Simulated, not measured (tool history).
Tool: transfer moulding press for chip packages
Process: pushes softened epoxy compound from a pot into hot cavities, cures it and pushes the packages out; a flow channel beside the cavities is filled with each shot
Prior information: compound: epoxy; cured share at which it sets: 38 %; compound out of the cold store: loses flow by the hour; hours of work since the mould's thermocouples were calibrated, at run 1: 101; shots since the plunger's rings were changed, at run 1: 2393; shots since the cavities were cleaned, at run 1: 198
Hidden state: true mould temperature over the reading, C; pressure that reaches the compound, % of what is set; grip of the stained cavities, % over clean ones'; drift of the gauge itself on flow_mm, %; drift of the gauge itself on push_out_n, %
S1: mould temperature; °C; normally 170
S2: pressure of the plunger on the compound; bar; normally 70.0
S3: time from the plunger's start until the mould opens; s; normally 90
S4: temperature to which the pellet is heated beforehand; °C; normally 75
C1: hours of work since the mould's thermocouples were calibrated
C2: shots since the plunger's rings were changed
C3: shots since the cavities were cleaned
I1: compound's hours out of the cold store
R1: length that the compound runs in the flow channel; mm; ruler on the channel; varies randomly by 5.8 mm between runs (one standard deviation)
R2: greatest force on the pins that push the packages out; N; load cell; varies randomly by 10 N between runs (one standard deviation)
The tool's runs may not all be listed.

{"run": 1, "hour": 0.0, "S1": 170, "S2": 70.0, "S3": 90, "S4": 75, "C1": 101, "C2": 2393, "C3": 198, "I1": 41.7, "R1": 908, "R2": 574}
{"hour": 27.8, "done": "cavities cleaned with cleaning compound and waxed"}
{"run": 2, "hour": 28.3, "S1": 170, "S2": 70.0, "S3": 90, "S4": 75, "C1": 121, "C2": 2815, "C3": 8, "I1": 47.7, "R1": 889, "R2": 465}
{"run": 3, "hour": 40.0, "S1": 170, "S2": 70.0, "S3": 90, "S4": 75, "C1": 130, "C2": 2999, "C3": 192, "I1": 38.0, "R1": 915, "R2": 566}
{"run": 4, "hour": 56.5, "S1": 170, "S2": 70.0, "S3": 90, "S4": 75, "C1": 142, "C2": 3259, "C3": 452, "I1": 41.1, "R1": 894, "R2": 631}
{"hour": 67.4, "done": "cavities cleaned with cleaning compound and waxed"}
{"run": 5, "hour": 72.1, "S1": 170, "S2": 70.0, "S3": 90, "S4": 75, "C1": 153, "C2": 3480, "C3": 73, "I1": 40.7, "R1": 894, "R2": 508}
{"run": 6, "hour": 92.6, "S1": 170, "S2": 70.0, "S3": 90, "S4": 75, "C1": 169, "C2": 3803, "C3": 396, "I1": 23.7, "R1": 938, "R2": 618}
{"hour": 106.4, "done": "cavities cleaned with cleaning compound and waxed"}
{"run": 7, "hour": 110.8, "S1": 170, "S2": 70.0, "S3": 90, "S4": 75, "C1": 181, "C2": 4066, "C3": 68, "I1": 24.4, "R1": 943, "R2": 508}
{"hour": 118.3, "done": "plunger's sealing rings changed"}
{"run": 8, "hour": 134.0, "S1": 170, "S2": 70.0, "S3": 90, "S4": 75, "C1": 197, "C2": 246, "C3": 394, "I1": 31.9, "R1": 963, "R2": 605}
{"hour": 148.7, "done": "cavities cleaned with cleaning compound and waxed"}
{"run": 9, "hour": 163.0, "S1": 170, "S2": 70.0, "S3": 90, "S4": 75, "C1": 218, "C2": 679, "C3": 225, "I1": 14.9, "R1": 999, "R2": 588}
{"run": 10, "hour": 182.7, "S1": 177, "S2": 70.0, "S3": 90, "S4": 75, "C1": 233, "C2": 990, "C3": 536, "I1": 23.0, "R1": 935, "R2": 475}
{"hour": 188.4, "done": "cavities cleaned with cleaning compound and waxed"}
{"run": 11, "hour": 196.7, "S1": 177, "S2": 70.0, "S3": 90, "S4": 75, "C1": 242, "C2": 1187, "C3": 131, "I1": 32.5, "R1": 915, "R2": 395}
{"run": 12, "hour": 208.7, "S1": 170, "S2": 70.0, "S3": 90, "S4": 84, "C1": 251, "C2": 1376, "C3": 320, "I1": 43.8, "R1": 911, "R2": 544}
{"hour": 228.4, "done": "cavities cleaned with cleaning compound and waxed"}
{"run": 13, "hour": 231.1, "S1": 170, "S2": 70.0, "S3": 90, "S4": 75, "C1": 267, "C2": 1705, "C3": 44, "I1": 34.4, "R1": 932, "R2": 474}
{"run": 14, "hour": 259.1, "S1": 170, "S2": 70.0, "S3": 90, "S4": 75, "C1": 288, "C2": 2146, "C3": 485, "I1": 30.7, "R1": 935, "R2": 638}
{"hour": 267.1, "done": "cavities cleaned with cleaning compound and waxed"}
{"run": 15, "hour": 289.1, "S1": 165, "S2": 70.0, "S3": 90, "S4": 75, "C1": 310, "C2": 2594, "C3": 346, "I1": 18.7, "R1": 1002, "R2": 828}
{"hour": 307.1, "done": "cavities cleaned with cleaning compound and waxed"}
{"run": 16, "hour": 309.2, "S1": 170, "S2": 66.2, "S3": 83, "S4": 75, "C1": 324, "C2": 2887, "C3": 34, "I1": 45.3, "R1": 867, "R2": 535}
{"run": 17, "hour": 337.3, "S1": 172, "S2": 70.0, "S3": 101, "S4": 82, "C1": 345, "C2": 3329, "C3": 476, "I1": 21.4, "R1": 938, "R2": 503}
{"hour": 346.2, "done": "cavities cleaned with cleaning compound and waxed"}
{"run": 18, "hour": 354.3, "S1": 176, "S2": 70.0, "S3": 101, "S4": 82, "C1": 357, "C2": 3574, "C3": 128, "I1": 46.8, "R1": 847, "R2": 385}
{"run": 19, "hour": 376.6, "S1": 169, "S2": 70.0, "S3": 101, "S4": 82, "C1": 373, "C2": 3924, "C3": 478, "I1": 46.9, "R1": 871, "R2": 537}
{"hour": 386.3, "done": "cavities cleaned with cleaning compound and waxed"}
{"hour": 394.1, "done": "plunger's sealing rings changed"}
{"run": 20, "hour": 396.3, "S1": 169, "S2": 70.0, "S3": 101, "S4": 82, "C1": 385, "C2": 34, "C3": 118, "I1": 21.3, "R1": 993, "R2": 483}
{"run": 21, "hour": 413.7, "S1": 170, "S2": 70.3, "S3": 115, "S4": 75, "C1": 398, "C2": 309, "C3": 393, "I1": 30.8, "R1": 953, "R2": 474}
{"hour": 428.4, "done": "cavities cleaned with cleaning compound and waxed"}
{"run": 22, "hour": 434.4, "S1": 170, "S2": 78.0, "S3": 91, "S4": 75, "C1": 413, "C2": 611, "C3": 96, "I1": 30.4, "R1": 1007, "R2": 504}
{"run": 23, "hour": 462.3, "S1": 172, "S2": 78.0, "S3": 91, "S4": 75, "C1": 434, "C2": 1049, "C3": 534, "I1": 8.3, "R1": 1063, "R2": 586}
{"hour": 467.8, "done": "cavities cleaned with cleaning compound and waxed"}
{"run": 24, "hour": 487.2, "S1": 168, "S2": 70.0, "S3": 84, "S4": 75, "C1": 452, "C2": 1418, "C3": 306, "I1": 25.4, "R1": 972, "R2": 759}
{"hour": 507.5, "done": "cavities cleaned with cleaning compound and waxed"}
{"run": 25, "hour": 516.0, "S1": 173, "S2": 65.2, "S3": 84, "S4": 75, "C1": 472, "C2": 1848, "C3": 135, "I1": 27.7, "R1": 896, "R2": 493}
{"run": 26, "hour": 543.8, "S1": 173, "S2": 70.0, "S3": 78, "S4": 75, "C1": 493, "C2": 2285, "C3": 572, "I1": 18.7, "R1": 955, "R2": 666}
{"hour": 547.3, "done": "cavities cleaned with cleaning compound and waxed"}
{"run": 27, "hour": 557.4, "S1": 173, "S2": 70.0, "S3": 78, "S4": 75, "C1": 503, "C2": 2476, "C3": 159, "I1": 34.8, "R1": 906, "R2": 558}

Take each entry between the runs: how does the hidden state at the last listed run before it differ from the hidden state at the first listed run after it?
Between runs 1 and 2: cavities cleaned with cleaning compound and waxed (hour 27.8)
  true mould temperature over the reading, C: 0.26 -> 0.28; pressure that reaches the compound, % of what is set: 93.37 -> 92.31; grip of the stained cavities, % over clean ones': 19.1 -> 3.1
  measured minus no-state result, R1: -33 -> -38 mm; R2: +84 -> +6 N
Between runs 4 and 5: cavities cleaned with cleaning compound and waxed (hour 67.4)
  true mould temperature over the reading, C: 0.3 -> 0.31; pressure that reaches the compound, % of what is set: 91.14 -> 90.55; grip of the stained cavities, % over clean ones': 32.8 -> 10.1
  measured minus no-state result, R1: -44 -> -47 mm; R2: +147 -> +37 N
Between runs 6 and 7: cavities cleaned with cleaning compound and waxed (hour 106.4)
  true mould temperature over the reading, C: 0.32 -> 0.33; pressure that reaches the compound, % of what is set: 89.69 -> 88.92; grip of the stained cavities, % over clean ones': 29.6 -> 7.4
  measured minus no-state result, R1: -54 -> -59 mm; R2: +131 -> +25 N
Between runs 7 and 8: plunger's sealing rings changed (hour 118.3)
  true mould temperature over the reading, C: 0.33 -> 0.34; pressure that reaches the compound, % of what is set: 88.92 -> 98.75; grip of the stained cavities, % over clean ones': 7.4 -> 28.7
  measured minus no-state result, R1: -59 -> -8 mm; R2: +25 -> +124 N
Between runs 8 and 9: cavities cleaned with cleaning compound and waxed (hour 148.7)
  true mould temperature over the reading, C: 0.34 -> 0.36; pressure that reaches the compound, % of what is set: 98.75 -> 97.63; grip of the stained cavities, % over clean ones': 28.7 -> 21.9
  measured minus no-state result, R1: -8 -> -14 mm; R2: +124 -> +94 N
Between runs 10 and 11: cavities cleaned with cleaning compound and waxed (hour 188.4)
  true mould temperature over the reading, C: 0.37 -> 0.38; pressure that reaches the compound, % of what is set: 96.79 -> 96.27; grip of the stained cavities, % over clean ones': 36.1 -> 13.6
  measured minus no-state result, R1: -17 -> -19 mm; R2: +126 -> +46 N
Between runs 12 and 13: cavities cleaned with cleaning compound and waxed (hour 228.4)
  true mould temperature over the reading, C: 0.39 -> 0.4; pressure that reaches the compound, % of what is set: 95.76 -> 94.91; grip of the stained cavities, % over clean ones': 26.5 -> 4.7
  measured minus no-state result, R1: -22 -> -27 mm; R2: +105 -> +10 N
Between runs 14 and 15: cavities cleaned with cleaning compound and waxed (hour 267.1)
  true mould temperature over the reading, C: 0.42 -> 0.44; pressure that reaches the compound, % of what is set: 93.82 -> 92.59; grip of the stained cavities, % over clean ones': 33 -> 26.7
  measured minus no-state result, R1: -33 -> -42 mm; R2: +145 -> +151 N
Between runs 15 and 16: cavities cleaned with cleaning compound and waxed (hour 307.1)
  true mould temperature over the reading, C: 0.44 -> 0.45; pressure that reaches the compound, % of what is set: 92.59 -> 91.83; grip of the stained cavities, % over clean ones': 26.7 -> 6.1
  measured minus no-state result, R1: -42 -> -40 mm; R2: +151 -> +14 N
Between runs 17 and 18: cavities cleaned with cleaning compound and waxed (hour 346.2)
  true mould temperature over the reading, C: 0.47 -> 0.48; pressure that reaches the compound, % of what is set: 90.67 -> 90.03; grip of the stained cavities, % over clean ones': 34.6 -> 13.3
  measured minus no-state result, R1: -50 -> -48 mm; R2: +124 -> +44 N
Between runs 19 and 20: cavities cleaned with cleaning compound and waxed (hour 386.3); plunger's sealing rings changed (hour 394.1)
  true mould temperature over the reading, C: 0.49 -> 0.5; pressure that reaches the compound, % of what is set: 89.07 -> 99.03; grip of the stained cavities, % over clean ones': 32.7 -> 12.5
  measured minus no-state result, R1: -55 -> -8 mm; R2: +123 -> +42 N
Between runs 21 and 22: cavities cleaned with cleaning compound and waxed (hour 428.4)
  true mould temperature over the reading, C: 0.51 -> 0.52; pressure that reaches the compound, % of what is set: 98.34 -> 97.54; grip of the stained cavities, % over clean ones': 29.5 -> 9.4
  measured minus no-state result, R1: -11 -> -16 mm; R2: +103 -> +28 N
Between runs 23 and 24: cavities cleaned with cleaning compound and waxed (hour 467.8)
  true mould temperature over the reading, C: 0.54 -> 0.56; pressure that reaches the compound, % of what is set: 96.46 -> 95.51; grip of the stained cavities, % over clean ones': 34.8 -> 26.3
  measured minus no-state result, R1: -23 -> -26 mm; R2: +138 -> +131 N
Between runs 24 and 25: cavities cleaned with cleaning compound and waxed (hour 507.5)
  true mould temperature over the reading, C: 0.56 -> 0.58; pressure that reaches the compound, % of what is set: 95.51 -> 94.44; grip of the stained cavities, % over clean ones': 26.3 -> 13.2
  measured minus no-state result, R1: -26 -> -29 mm; R2: +131 -> +43 N
Between runs 26 and 27: cavities cleaned with cleaning compound and waxed (hour 547.3)
  true mould temperature over the reading, C: 0.59 -> 0.6; pressure that reaches the compound, % of what is set: 93.37 -> 92.86; grip of the stained cavities, % over clean ones': 36.6 -> 16.2
  measured minus no-state result, R1: -37 -> -37 mm; R2: +158 -> +58 N

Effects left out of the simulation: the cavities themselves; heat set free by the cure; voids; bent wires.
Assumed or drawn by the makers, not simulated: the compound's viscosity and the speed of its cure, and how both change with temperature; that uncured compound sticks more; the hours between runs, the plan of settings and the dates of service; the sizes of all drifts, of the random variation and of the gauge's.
